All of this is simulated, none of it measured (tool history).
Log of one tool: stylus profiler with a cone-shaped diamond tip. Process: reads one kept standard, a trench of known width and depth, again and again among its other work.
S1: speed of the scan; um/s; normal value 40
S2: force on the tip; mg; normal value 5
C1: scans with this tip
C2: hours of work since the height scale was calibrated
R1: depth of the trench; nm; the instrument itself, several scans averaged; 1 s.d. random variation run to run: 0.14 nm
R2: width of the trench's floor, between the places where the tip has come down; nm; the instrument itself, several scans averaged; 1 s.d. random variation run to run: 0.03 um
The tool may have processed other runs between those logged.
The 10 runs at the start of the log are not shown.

run 11 hour=698.1 | S1=40 S2=5 | C1=16954 C2=1149 | R1=513.1 R2=47290
run 12 hour=777.4 | S1=40 S2=5 | C1=17828 C2=1208 | R1=513.04 R2=47310
run 13 hour=818.9 | S1=40 S2=5 | C1=18285 C2=1239 | R1=512.97 R2=47250
run 14 hour=861.9 | S1=40 S2=5 | C1=18760 C2=1271 | R1=513.11 R2=47230
run 15 hour=905 | S1=40 S2=5 | C1=19235 C2=1304 | R1=513.22 R2=47280
run 16 hour=956.3 | S1=65 S2=5 | C1=19800 C2=1342 | R1=513.13 R2=47250
run 17 hour=1019.9 | S1=38 S2=6.6 | C1=20501 C2=1389 | R1=515.62 R2=47230
run 18 hour=1067.1 | S1=38 S2=6.6 | C1=21022 C2=1425 | R1=515.68 R2=47200
run 19 hour=1143.6 | S1=47 S2=5 | C1=21866 C2=1482 | R1=513.22 R2=47270
run 20 hour=1228.4 | S1=47 S2=5 | C1=22801 C2=1545 | R1=513 R2=47240
run 21 hour=1271.8 | S1=37 S2=6.63 | C1=23279 C2=1578 | R1=515.81 R2=47300
-- hour=1279.7 height scale calibrated on a step standard
run 22 hour=1333.2 | S1=37 S2=6.63 | C1=23950 C2=40 | R1=515.67 R2=47260
run 23 hour=1426.8 | S1=75 S2=8.98 | C1=24982 C2=110 | R1=519.42 R2=47270
run 24 hour=1492.2 | S1=75 S2=8.98 | C1=25704 C2=159 | R1=519.19 R2=47210
run 25 hour=1555.1 | S1=75 S2=8.98 | C1=26396 C2=206 | R1=519.3 R2=47230
run 26 hour=1592.8 | S1=52 S2=11.63 | C1=26813 C2=234 | R1=523.11 R2=47300
run 27 hour=1633.1 | S1=92 S2=9.2 | C1=27257 C2=264 | R1=519.97 R2=47250
run 28 hour=1709.2 | S1=92 S2=9.2 | C1=28095 C2=321 | R1=519.69 R2=47210
run 29 hour=1799.2 | S1=46 S2=2.5 | C1=29088 C2=388 | R1=508.14 R2=47240
run 30 hour=1873.5 | S1=10 S2=5.48 | C1=29907 C2=444 | R1=514.03 R2=47310

Branching from run 30: 4 alternative next runs. What would each branch give?
-- hour=1884 new tip fitted, height scale calibrated
run A hour=1933.5 | S1=141 S2=5.1 | C1=545 C2=37 | R1=? R2=?
-- hour=1884 new tip fitted, height scale calibrated
run B hour=1933.5 | S1=23 S2=4.36 | C1=545 C2=37 | R1=? R2=?
-- hour=1884 new tip fitted, height scale calibrated
run C hour=1933.5 | S1=10 S2=5 | C1=545 C2=37 | R1=? R2=?
-- hour=1884 new tip fitted, height scale calibrated
run D hour=1933.5 | S1=40 S2=8.77 | C1=545 C2=37 | R1=? R2=?

run=A R1=513.2 R2=47150
run=B R1=511.83 R2=47330
run=C R1=513.01 R2=47320
run=D R1=519.16 R2=47330
With no hidden state in the tool, these same runs would have given:
run=A R1=513.2 R2=47150
run=B R1=511.83 R2=47330
run=C R1=513.01 R2=47320
run=D R1=519.16 R2=47330
